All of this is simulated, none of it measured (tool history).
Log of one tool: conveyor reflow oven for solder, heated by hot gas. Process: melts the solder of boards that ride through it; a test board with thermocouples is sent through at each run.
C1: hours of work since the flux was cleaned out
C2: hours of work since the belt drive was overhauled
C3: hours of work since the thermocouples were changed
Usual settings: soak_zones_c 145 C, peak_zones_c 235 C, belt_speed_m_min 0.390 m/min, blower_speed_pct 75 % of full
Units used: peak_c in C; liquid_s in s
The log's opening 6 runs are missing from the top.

{"run": 7, "hour": 44.9, "soak_zones_c": 145, "peak_zones_c": 235, "belt_speed_m_min": 0.39, "blower_speed_pct": 73, "C1": 285, "C2": 172, "C3": 144, "peak_c": 215.26, "liquid_s": 69.1}
{"run": 8, "hour": 51.6, "soak_zones_c": 145, "peak_zones_c": 235, "belt_speed_m_min": 0.43, "blower_speed_pct": 73, "C1": 290, "C2": 177, "C3": 149, "peak_c": 211.57, "liquid_s": 58.7}
{"run": 9, "hour": 56.6, "soak_zones_c": 145, "peak_zones_c": 235, "belt_speed_m_min": 0.362, "blower_speed_pct": 75, "C1": 293, "C2": 180, "C3": 152, "peak_c": 218.19, "liquid_s": 78.4}
{"run": 10, "hour": 61.8, "soak_zones_c": 145, "peak_zones_c": 235, "belt_speed_m_min": 0.39, "blower_speed_pct": 75, "C1": 297, "C2": 184, "C3": 156, "peak_c": 215.85, "liquid_s": 69.9}
{"run": 11, "hour": 68.4, "soak_zones_c": 145, "peak_zones_c": 235, "belt_speed_m_min": 0.39, "blower_speed_pct": 75, "C1": 301, "C2": 188, "C3": 160, "peak_c": 215.64, "liquid_s": 69.7}
{"hour": 74.3, "done": "flux residue cleaned out of gas plates and filters"}
{"run": 12, "hour": 84.6, "soak_zones_c": 145, "peak_zones_c": 235, "belt_speed_m_min": 0.39, "blower_speed_pct": 61, "C1": 7, "C2": 196, "C3": 168, "peak_c": 210.48, "liquid_s": 62.6}
{"run": 13, "hour": 94.2, "soak_zones_c": 145, "peak_zones_c": 235, "belt_speed_m_min": 0.39, "blower_speed_pct": 61, "C1": 14, "C2": 203, "C3": 175, "peak_c": 210.4, "liquid_s": 63.1}
{"run": 14, "hour": 104.4, "soak_zones_c": 145, "peak_zones_c": 235, "belt_speed_m_min": 0.39, "blower_speed_pct": 61, "C1": 21, "C2": 209, "C3": 182, "peak_c": 210.53, "liquid_s": 62.8}
{"run": 15, "hour": 111.2, "soak_zones_c": 145, "peak_zones_c": 235, "belt_speed_m_min": 0.39, "blower_speed_pct": 61, "C1": 25, "C2": 214, "C3": 186, "peak_c": 210.53, "liquid_s": 62.6}
{"run": 16, "hour": 119.4, "soak_zones_c": 145, "peak_zones_c": 235, "belt_speed_m_min": 0.39, "blower_speed_pct": 61, "C1": 31, "C2": 220, "C3": 192, "peak_c": 210.5, "liquid_s": 62.6}
{"run": 17, "hour": 129.0, "soak_zones_c": 154, "peak_zones_c": 250, "belt_speed_m_min": 0.391, "blower_speed_pct": 63, "C1": 38, "C2": 226, "C3": 198, "peak_c": 225.41, "liquid_s": 82.0}
{"run": 18, "hour": 137.1, "soak_zones_c": 150, "peak_zones_c": 248, "belt_speed_m_min": 0.351, "blower_speed_pct": 65, "C1": 43, "C2": 232, "C3": 204, "peak_c": 227.69, "liquid_s": 91.2}
{"run": 19, "hour": 143.9, "soak_zones_c": 139, "peak_zones_c": 234, "belt_speed_m_min": 0.376, "blower_speed_pct": 51, "C1": 48, "C2": 237, "C3": 209, "peak_c": 204.47, "liquid_s": 52.4}
{"run": 20, "hour": 150.6, "soak_zones_c": 145, "peak_zones_c": 235, "belt_speed_m_min": 0.39, "blower_speed_pct": 76, "C1": 52, "C2": 241, "C3": 213, "peak_c": 216.09, "liquid_s": 70.3}
{"run": 21, "hour": 160.7, "soak_zones_c": 145, "peak_zones_c": 235, "belt_speed_m_min": 0.39, "blower_speed_pct": 76, "C1": 59, "C2": 248, "C3": 220, "peak_c": 216.07, "liquid_s": 70.4}
{"run": 22, "hour": 169.1, "soak_zones_c": 145, "peak_zones_c": 239, "belt_speed_m_min": 0.39, "blower_speed_pct": 75, "C1": 65, "C2": 254, "C3": 226, "peak_c": 219.14, "liquid_s": 72.8}
{"run": 23, "hour": 175.2, "soak_zones_c": 158, "peak_zones_c": 235, "belt_speed_m_min": 0.39, "blower_speed_pct": 75, "C1": 69, "C2": 258, "C3": 230, "peak_c": 218.53, "liquid_s": 79.7}
{"run": 24, "hour": 183.4, "soak_zones_c": 158, "peak_zones_c": 235, "belt_speed_m_min": 0.39, "blower_speed_pct": 75, "C1": 75, "C2": 264, "C3": 236, "peak_c": 218.5, "liquid_s": 79.6}
{"run": 25, "hour": 190.4, "soak_zones_c": 145, "peak_zones_c": 232, "belt_speed_m_min": 0.394, "blower_speed_pct": 60, "C1": 80, "C2": 269, "C3": 241, "peak_c": 207.37, "liquid_s": 57.9}
{"run": 26, "hour": 195.9, "soak_zones_c": 156, "peak_zones_c": 228, "belt_speed_m_min": 0.315, "blower_speed_pct": 63, "C1": 83, "C2": 272, "C3": 244, "peak_c": 214.67, "liquid_s": 93.9}
{"run": 27, "hour": 206.7, "soak_zones_c": 152, "peak_zones_c": 231, "belt_speed_m_min": 0.401, "blower_speed_pct": 59, "C1": 91, "C2": 280, "C3": 252, "peak_c": 207.36, "liquid_s": 60.4}
{"run": 28, "hour": 211.7, "soak_zones_c": 152, "peak_zones_c": 231, "belt_speed_m_min": 0.401, "blower_speed_pct": 59, "C1": 94, "C2": 283, "C3": 255, "peak_c": 207.28, "liquid_s": 60.3}
{"run": 29, "hour": 222.6, "soak_zones_c": 152, "peak_zones_c": 231, "belt_speed_m_min": 0.401, "blower_speed_pct": 59, "C1": 102, "C2": 291, "C3": 263, "peak_c": 207.55, "liquid_s": 60.0}
{"run": 30, "hour": 232.9, "soak_zones_c": 152, "peak_zones_c": 231, "belt_speed_m_min": 0.401, "blower_speed_pct": 59, "C1": 109, "C2": 298, "C3": 270, "peak_c": 207.29, "liquid_s": 59.9}

Below are 4 alternative next runs, each starting from the tool's condition after run 30. Predict each:
{"run": "A", "hour": 243.9, "soak_zones_c": 138, "peak_zones_c": 231, "belt_speed_m_min": 0.401, "blower_speed_pct": 59, "C1": 116, "C2": 305, "C3": 277, "peak_c": "?", "liquid_s": "?"}
{"run": "B", "hour": 243.9, "soak_zones_c": 145, "peak_zones_c": 235, "belt_speed_m_min": 0.39, "blower_speed_pct": 75, "C1": 116, "C2": 305, "C3": 277, "peak_c": "?", "liquid_s": "?"}
{"run": "C", "hour": 243.9, "soak_zones_c": 145, "peak_zones_c": 223, "belt_speed_m_min": 0.39, "blower_speed_pct": 75, "C1": 116, "C2": 305, "C3": 277, "peak_c": "?", "liquid_s": "?"}
{"run": "D", "hour": 243.9, "soak_zones_c": 140, "peak_zones_c": 231, "belt_speed_m_min": 0.42, "blower_speed_pct": 59, "C1": 116, "C2": 305, "C3": 277, "peak_c": "?", "liquid_s": "?"}

run=A peak_c=203.56 liquid_s=48.0
run=B peak_c=215.83 liquid_s=70.2
run=C peak_c=206.09 liquid_s=59.0
run=D peak_c=202.23 liquid_s=44.3
With no hidden state in the tool, these same runs would have given:
run=A peak_c=203.56 liquid_s=48.0
run=B peak_c=215.83 liquid_s=70.2
run=C peak_c=206.09 liquid_s=59.0
run=D peak_c=202.23 liquid_s=44.3

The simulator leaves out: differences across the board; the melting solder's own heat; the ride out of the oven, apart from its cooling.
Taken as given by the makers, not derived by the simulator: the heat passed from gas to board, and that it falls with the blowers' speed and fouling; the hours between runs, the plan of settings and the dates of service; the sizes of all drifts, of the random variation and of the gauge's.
